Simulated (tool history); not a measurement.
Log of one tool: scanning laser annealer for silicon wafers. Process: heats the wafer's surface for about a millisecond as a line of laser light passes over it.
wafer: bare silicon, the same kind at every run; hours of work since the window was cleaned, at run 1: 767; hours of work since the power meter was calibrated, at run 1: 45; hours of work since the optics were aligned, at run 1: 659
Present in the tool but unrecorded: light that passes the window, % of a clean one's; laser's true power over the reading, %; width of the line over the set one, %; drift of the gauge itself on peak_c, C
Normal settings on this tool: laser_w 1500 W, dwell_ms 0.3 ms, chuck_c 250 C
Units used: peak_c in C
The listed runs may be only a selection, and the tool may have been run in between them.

run	day	laser_w	dwell_ms	chuck_c	hours of work since the window was cleaned	hours of work since the power meter was calibrated	hours of work since the optics were aligned	peak_c
1	0	1500	0.3	250	767	45	659	1025
2	0.742	1500	0.3	250	780	57	672	1026
3	1.679	1500	0.3	250	795	73	687	1024
4	2.346	1500	0.3	250	806	84	698	1022
5	3.242	1500	0.3	279	821	99	713	1053
6	4.296	1500	0.3	252	838	116	730	1026
# day 4.696: window over the wafer cleaned
7	4.842	1500	0.3	279	2	124	738	1052
8	5.375	1500	0.3	250	11	133	747	1023
9	5.85	1504	0.3	250	19	141	755	1028
10	6.546	1500	0.3	250	31	152	766	1021
11	7.296	1500	0.3	250	43	164	779	1026
12	8.312	1500	0.3	250	60	181	796	1024
13	9.054	1500	0.3	283	72	194	808	1057
14	9.625	1500	0.3	283	82	203	817	1059
15	10.238	1500	0.3	250	92	213	828	1026
16	10.775	1500	0.3	279	101	222	837	1055
17	11.433	1500	0.303	250	112	233	847	1028
18	11.921	1500	0.303	250	120	241	855	1030
19	12.712	1500	0.303	250	133	254	869	1029
20	13.6	1500	0.303	250	148	269	883	1026
21	14.5	1500	0.3	234	163	284	898	1005
22	15.075	1516	0.3	263	172	293	908	1048
23	16	1516	0.3	263	187	309	923	1050
24	16.683	1569	0.3	215	199	320	934	1032
25	17.392	1358	0.3	215	210	332	946	901
26	18.121	1358	0.3	215	223	344	958	901
27	18.95	1358	0.3	215	236	358	972	900
28	19.921	1278	0.3	242	252	374	988	880
29	20.55	1278	0.3	242	263	384	999	881
30	21.183	1583	0.27	232	273	395	1009	1011
31	22.288	1316	0.301	281	292	413	1027	942
32	22.971	1316	0.301	281	303	424	1039	940
33	23.708	1363	0.301	263	315	437	1051	954
34	24.371	1446	0.224	250	326	448	1062	879
35	24.871	1500	0.265	248	335	456	1070	967
36	25.45	1587	0.367	284	344	465	1080	1212
37	26.008	1587	0.216	284	353	475	1089	975
38	26.867	1545	0.302	260	368	489	1103	1071
39	27.962	1545	0.302	260	386	507	1121	1066
40	28.838	1289	0.217	255	400	522	1136	792
41	29.283	1516	0.276	250	408	529	1143	998
42	29.733	1516	0.276	250	415	536	1151	997

Across each entry between runs, compare the hidden state at the last listed run before it with the hidden state at the first listed run after it:
Between runs 6 and 7: window over the wafer cleaned (day 4.696)
  light that passes the window, % of a clean one's: 99.93 -> 100
